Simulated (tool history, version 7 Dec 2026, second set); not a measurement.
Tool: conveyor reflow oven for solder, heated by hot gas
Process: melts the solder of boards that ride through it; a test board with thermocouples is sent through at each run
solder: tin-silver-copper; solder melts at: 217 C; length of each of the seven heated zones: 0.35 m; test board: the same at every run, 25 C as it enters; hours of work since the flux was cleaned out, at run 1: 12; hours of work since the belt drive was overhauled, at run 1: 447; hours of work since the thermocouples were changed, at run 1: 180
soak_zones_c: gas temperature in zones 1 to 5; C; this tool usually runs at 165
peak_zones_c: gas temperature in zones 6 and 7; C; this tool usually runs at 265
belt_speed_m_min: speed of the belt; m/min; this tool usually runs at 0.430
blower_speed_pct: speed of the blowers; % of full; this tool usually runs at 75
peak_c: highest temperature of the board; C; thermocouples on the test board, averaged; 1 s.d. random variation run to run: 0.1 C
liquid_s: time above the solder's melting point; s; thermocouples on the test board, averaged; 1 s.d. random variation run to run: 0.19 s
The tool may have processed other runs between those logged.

run	hour	soak_zones_c	peak_zones_c	belt_speed_m_min	blower_speed_pct	hours of work since the flux was cleaned out	hours of work since the belt drive was overhauled	hours of work since the thermocouples were changed	peak_c	liquid_s
1	0.0	165	265	0.430	75	12	447	180	245.2	60.4
2	9.5	165	265	0.430	61	20	455	188	239.4	51.5
3	18.3	165	265	0.480	61	26	461	194	234.5	37.8
4	23.1	165	265	0.430	75	30	465	198	245.2	60.5
5	33.2	165	265	0.430	75	38	473	205	245.0	60.6
6	41.8	152	265	0.430	75	44	479	212	242.4	52.9
7	47.6	165	265	0.426	75	49	483	216	245.5	61.5
8	57.4	165	265	0.426	75	56	491	224	245.4	61.7
9	66.2	165	265	0.413	75	63	498	230	246.5	65.3
10	74.3	165	265	0.413	75	69	504	237	246.3	65.3
11	82.7	165	265	0.430	62	75	510	243	239.8	52.2
12	93.0	165	265	0.430	62	83	518	251	240.0	51.8
13	101.7	175	262	0.430	73	90	525	257	244.0	63.8
14	107.0	155	253	0.344	73	94	528	261	239.5	66.8
15	117.3	179	256	0.457	63	101	536	269	234.6	46.2
16	127.5	171	273	0.385	64	109	544	277	252.8	79.4
17	137.4	171	273	0.385	64	117	552	284	253.0	79.4
18	148.5	165	265	0.430	81	125	560	293	247.0	63.6
19	159.7	165	265	0.430	81	133	568	301	246.9	63.3
20	170.2	171	270	0.430	90	141	576	309	255.0	74.0

Run 21 is up next; what results do you expect?
21	178.1	171	270	0.430	90	147	582	315	?	?

Logged for run 21: peak_c 254.7 C, liquid_s 74.4 s.
The same run, on a tool lacking any hidden state, would have yielded peak_c 254.7 C, liquid_s 74.4 s.
